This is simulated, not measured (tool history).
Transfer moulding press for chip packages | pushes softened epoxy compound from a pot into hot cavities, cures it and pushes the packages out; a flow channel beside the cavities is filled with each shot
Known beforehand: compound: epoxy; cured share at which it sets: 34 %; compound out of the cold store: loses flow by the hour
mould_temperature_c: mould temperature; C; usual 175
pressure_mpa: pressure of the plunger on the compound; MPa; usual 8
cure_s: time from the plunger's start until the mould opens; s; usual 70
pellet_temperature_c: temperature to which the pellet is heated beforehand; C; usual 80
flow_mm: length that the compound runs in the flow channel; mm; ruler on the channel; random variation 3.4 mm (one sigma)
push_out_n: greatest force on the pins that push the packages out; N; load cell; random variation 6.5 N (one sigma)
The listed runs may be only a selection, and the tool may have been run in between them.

run	day	mould_temperature_c	pressure_mpa	cure_s	pellet_temperature_c	incoming compound's hours out of the cold store	flow_mm	push_out_n
1	0	175	8	70	80	29.7	927	272
# day 0.321: cavities cleaned with cleaning compound and waxed
# day 1.312: plunger's sealing rings changed
2	1.762	175	8	70	80	10.2	1017	275
# day 2.271: cavities cleaned with cleaning compound and waxed
3	3.396	175	8	70	80	29.5	923	264
# day 4.096: cavities cleaned with cleaning compound and waxed
# day 4.742: mould's thermocouples calibrated
4	5.25	175	8	70	80	21.1	962	274
# day 6.058: cavities cleaned with cleaning compound and waxed
5	6.842	175	8	70	80	13.8	996	273
6	7.754	175	8	70	80	24.4	953	261
# day 7.962: cavities cleaned with cleaning compound and waxed
7	8.779	169	6.12	53	80	31.4	815	722
# day 9.938: cavities cleaned with cleaning compound and waxed
# day 10.162: plunger's sealing rings changed
8	10.808	169	6.12	53	80	9.7	899	770
9	11.717	181	8	70	87	27.3	926	220
# day 11.892: cavities cleaned with cleaning compound and waxed
10	13.138	175	8	98	83	23.7	953	204
# day 13.704: cavities cleaned with cleaning compound and waxed
11	15.012	175	8	103	87	15.3	981	200

Consider 5 possible next runs. They are alternatives, not a sequence: every one starts from the tool as it was left by run 11. What does each give?
# day 15.588: cavities cleaned with cleaning compound and waxed
A	16.129	182	7.97	70	78	23.3	?	?
# day 15.588: cavities cleaned with cleaning compound and waxed
B	16.129	183	8	70	80	12.5	?	?
# day 15.588: cavities cleaned with cleaning compound and waxed
C	16.129	175	8	103	76	16.6	?	?
# day 15.588: cavities cleaned with cleaning compound and waxed
D	16.129	181	8	73	80	35.6	?	?
# day 15.588: cavities cleaned with cleaning compound and waxed
E	16.129	175	8.77	88	80	35.8	?	?

run	flow_mm	push_out_n
A	941	218
B	985	214
C	984	212
D	891	222
E	943	205
Take away the tool's hidden state, keep each run's random variation, and the runs would have read:
run	flow_mm	push_out_n
A	941	216
B	986	212
C	984	211
D	891	220
E	944	204

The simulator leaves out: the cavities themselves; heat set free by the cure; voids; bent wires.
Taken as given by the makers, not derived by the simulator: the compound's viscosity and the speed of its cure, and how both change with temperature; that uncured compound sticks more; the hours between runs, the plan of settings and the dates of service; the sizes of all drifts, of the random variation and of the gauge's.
